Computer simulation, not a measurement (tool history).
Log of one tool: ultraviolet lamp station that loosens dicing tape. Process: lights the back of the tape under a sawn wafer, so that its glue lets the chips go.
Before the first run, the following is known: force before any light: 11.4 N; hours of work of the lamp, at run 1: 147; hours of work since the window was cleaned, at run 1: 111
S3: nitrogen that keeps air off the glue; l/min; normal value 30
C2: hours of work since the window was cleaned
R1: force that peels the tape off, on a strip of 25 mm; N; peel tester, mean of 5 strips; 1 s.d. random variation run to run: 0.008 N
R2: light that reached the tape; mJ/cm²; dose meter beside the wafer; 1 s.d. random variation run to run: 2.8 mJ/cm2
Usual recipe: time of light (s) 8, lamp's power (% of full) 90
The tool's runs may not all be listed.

{"run": 1, "hour": 0.0, "time of light (s)": 8, "lamp's power (% of full)": 90, "S3": 30, "hours of work of the lamp": 147, "C2": 111, "R1": 0.356, "R2": 362}
{"run": 2, "hour": 6.2, "time of light (s)": 8, "lamp's power (% of full)": 90, "S3": 28, "hours of work of the lamp": 150, "C2": 114, "R1": 0.394, "R2": 358}
{"run": 3, "hour": 15.0, "time of light (s)": 8, "lamp's power (% of full)": 88, "S3": 30, "hours of work of the lamp": 155, "C2": 119, "R1": 0.369, "R2": 348}
{"run": 4, "hour": 23.9, "time of light (s)": 8, "lamp's power (% of full)": 88, "S3": 30, "hours of work of the lamp": 159, "C2": 123, "R1": 0.4, "R2": 346}
{"run": 5, "hour": 29.0, "time of light (s)": 8, "lamp's power (% of full)": 90, "S3": 30, "hours of work of the lamp": 162, "C2": 126, "R1": 0.397, "R2": 352}
{"run": 6, "hour": 34.7, "time of light (s)": 8, "lamp's power (% of full)": 90, "S3": 30, "hours of work of the lamp": 165, "C2": 129, "R1": 0.38, "R2": 355}
{"run": 7, "hour": 42.1, "time of light (s)": 8, "lamp's power (% of full)": 90, "S3": 30, "hours of work of the lamp": 169, "C2": 133, "R1": 0.367, "R2": 354}
{"run": 8, "hour": 46.4, "time of light (s)": 8, "lamp's power (% of full)": 90, "S3": 30, "hours of work of the lamp": 171, "C2": 135, "R1": 0.366, "R2": 353}
{"run": 9, "hour": 52.2, "time of light (s)": 8, "lamp's power (% of full)": 90, "S3": 30, "hours of work of the lamp": 174, "C2": 138, "R1": 0.395, "R2": 350}
{"run": 10, "hour": 61.0, "time of light (s)": 8, "lamp's power (% of full)": 98, "S3": 30, "hours of work of the lamp": 179, "C2": 143, "R1": 0.319, "R2": 381}
{"run": 11, "hour": 70.8, "time of light (s)": 8, "lamp's power (% of full)": 90, "S3": 30, "hours of work of the lamp": 184, "C2": 148, "R1": 0.382, "R2": 351}
{"run": 12, "hour": 77.4, "time of light (s)": 8, "lamp's power (% of full)": 77, "S3": 30, "hours of work of the lamp": 187, "C2": 151, "R1": 0.541, "R2": 301}
{"run": 13, "hour": 84.3, "time of light (s)": 8, "lamp's power (% of full)": 77, "S3": 30, "hours of work of the lamp": 191, "C2": 155, "R1": 0.569, "R2": 304}
{"run": 14, "hour": 90.2, "time of light (s)": 8, "lamp's power (% of full)": 67, "S3": 30, "hours of work of the lamp": 194, "C2": 158, "R1": 0.765, "R2": 262}
{"run": 15, "hour": 96.3, "time of light (s)": 5, "lamp's power (% of full)": 67, "S3": 30, "hours of work of the lamp": 197, "C2": 161, "R1": 1.889, "R2": 166}
{"run": 16, "hour": 103.8, "time of light (s)": 5, "lamp's power (% of full)": 67, "S3": 30, "hours of work of the lamp": 201, "C2": 165, "R1": 1.929, "R2": 162}
{"run": 17, "hour": 113.4, "time of light (s)": 5, "lamp's power (% of full)": 67, "S3": 30, "hours of work of the lamp": 206, "C2": 170, "R1": 1.928, "R2": 162}
{"run": 18, "hour": 122.4, "time of light (s)": 5, "lamp's power (% of full)": 67, "S3": 30, "hours of work of the lamp": 211, "C2": 175, "R1": 1.899, "R2": 158}
{"run": 19, "hour": 130.5, "time of light (s)": 5, "lamp's power (% of full)": 67, "S3": 30, "hours of work of the lamp": 215, "C2": 179, "R1": 1.954, "R2": 163}
{"run": 20, "hour": 137.6, "time of light (s)": 5, "lamp's power (% of full)": 67, "S3": 20, "hours of work of the lamp": 219, "C2": 183, "R1": 2.276, "R2": 163}
{"run": 21, "hour": 143.8, "time of light (s)": 5, "lamp's power (% of full)": 67, "S3": 20, "hours of work of the lamp": 222, "C2": 186, "R1": 2.258, "R2": 162}
{"run": 22, "hour": 153.6, "time of light (s)": 8, "lamp's power (% of full)": 75, "S3": 30, "hours of work of the lamp": 227, "C2": 191, "R1": 0.607, "R2": 287}
{"run": 23, "hour": 159.5, "time of light (s)": 9, "lamp's power (% of full)": 90, "S3": 30, "hours of work of the lamp": 230, "C2": 194, "R1": 0.313, "R2": 387}
{"run": 24, "hour": 168.7, "time of light (s)": 9, "lamp's power (% of full)": 90, "S3": 30, "hours of work of the lamp": 235, "C2": 199, "R1": 0.331, "R2": 381}
{"run": 25, "hour": 177.2, "time of light (s)": 15, "lamp's power (% of full)": 87, "S3": 58, "hours of work of the lamp": 240, "C2": 204, "R1": 0.186, "R2": 625}
{"run": 26, "hour": 185.4, "time of light (s)": 15, "lamp's power (% of full)": 87, "S3": 58, "hours of work of the lamp": 244, "C2": 208, "R1": 0.191, "R2": 625}
{"run": 27, "hour": 189.4, "time of light (s)": 15, "lamp's power (% of full)": 87, "S3": 58, "hours of work of the lamp": 246, "C2": 210, "R1": 0.174, "R2": 613}
{"run": 28, "hour": 195.8, "time of light (s)": 12, "lamp's power (% of full)": 69, "S3": 51, "hours of work of the lamp": 249, "C2": 213, "R1": 0.256, "R2": 394}
{"run": 29, "hour": 204.4, "time of light (s)": 12, "lamp's power (% of full)": 69, "S3": 51, "hours of work of the lamp": 254, "C2": 218, "R1": 0.28, "R2": 393}
{"run": 30, "hour": 212.6, "time of light (s)": 12, "lamp's power (% of full)": 85, "S3": 28, "hours of work of the lamp": 258, "C2": 222, "R1": 0.235, "R2": 476}
{"run": 31, "hour": 218.8, "time of light (s)": 12, "lamp's power (% of full)": 85, "S3": 28, "hours of work of the lamp": 262, "C2": 225, "R1": 0.238, "R2": 483}
{"run": 32, "hour": 227.8, "time of light (s)": 4, "lamp's power (% of full)": 91, "S3": 30, "hours of work of the lamp": 266, "C2": 230, "R1": 1.776, "R2": 170}
{"run": 33, "hour": 235.7, "time of light (s)": 4, "lamp's power (% of full)": 91, "S3": 30, "hours of work of the lamp": 270, "C2": 234, "R1": 1.811, "R2": 172}
{"run": 34, "hour": 239.9, "time of light (s)": 4, "lamp's power (% of full)": 64, "S3": 30, "hours of work of the lamp": 273, "C2": 237, "R1": 3.071, "R2": 119}
{"run": 35, "hour": 247.6, "time of light (s)": 4, "lamp's power (% of full)": 64, "S3": 30, "hours of work of the lamp": 277, "C2": 241, "R1": 3.032, "R2": 120}
{"run": 36, "hour": 254.2, "time of light (s)": 4, "lamp's power (% of full)": 64, "S3": 30, "hours of work of the lamp": 280, "C2": 244, "R1": 3.081, "R2": 120}
{"run": 37, "hour": 263.2, "time of light (s)": 4, "lamp's power (% of full)": 64, "S3": 30, "hours of work of the lamp": 285, "C2": 249, "R1": 3.187, "R2": 113}
{"run": 38, "hour": 267.7, "time of light (s)": 9, "lamp's power (% of full)": 60, "S3": 47, "hours of work of the lamp": 287, "C2": 251, "R1": 0.711, "R2": 247}
{"run": 39, "hour": 274.9, "time of light (s)": 12, "lamp's power (% of full)": 77, "S3": 14, "hours of work of the lamp": 291, "C2": 255, "R1": 0.359, "R2": 425}
{"run": 40, "hour": 283.2, "time of light (s)": 12, "lamp's power (% of full)": 77, "S3": 14, "hours of work of the lamp": 295, "C2": 259, "R1": 0.38, "R2": 428}
{"run": 41, "hour": 290.3, "time of light (s)": 13, "lamp's power (% of full)": 77, "S3": 27, "hours of work of the lamp": 299, "C2": 263, "R1": 0.254, "R2": 466}
{"run": 42, "hour": 297.2, "time of light (s)": 13, "lamp's power (% of full)": 77, "S3": 27, "hours of work of the lamp": 303, "C2": 267, "R1": 0.246, "R2": 462}
{"run": 43, "hour": 301.7, "time of light (s)": 13, "lamp's power (% of full)": 77, "S3": 27, "hours of work of the lamp": 305, "C2": 269, "R1": 0.24, "R2": 459}
{"run": 44, "hour": 309.3, "time of light (s)": 13, "lamp's power (% of full)": 77, "S3": 27, "hours of work of the lamp": 309, "C2": 273, "R1": 0.252, "R2": 462}
{"run": 45, "hour": 316.2, "time of light (s)": 10, "lamp's power (% of full)": 75, "S3": 39, "hours of work of the lamp": 313, "C2": 277, "R1": 0.368, "R2": 340}

Below, some changes in R1 between adjacent runs. For each, the amount present without the hidden state too (settings, incoming material, random variation) and the amount remaining for the hidden state with gauge scatter not shared by both compared results:
The hidden state here: lamp's light, % of a new lamp's; light that the window lets through, % of a clean one's; drift of the gauge itself on peel_n, %; drift of the gauge itself on dose_mj_cm2, %.
Run 21 -> 22: time of light (s) 5 -> 8, lamp's power (% of full) 67 -> 75, S3 20 -> 30. R1 -1.651 N: hidden state -0.264, all else -1.387.
Run 31 -> 32: time of light (s) 12 -> 4, lamp's power (% of full) 85 -> 91, S3 28 -> 30. R1 +1.538 N: hidden state +0.392, all else +1.146.
Run 37 -> 38: time of light (s) 4 -> 9, lamp's power (% of full) 64 -> 60, S3 30 -> 47. R1 -2.476 N: hidden state -0.4, all else -2.076.
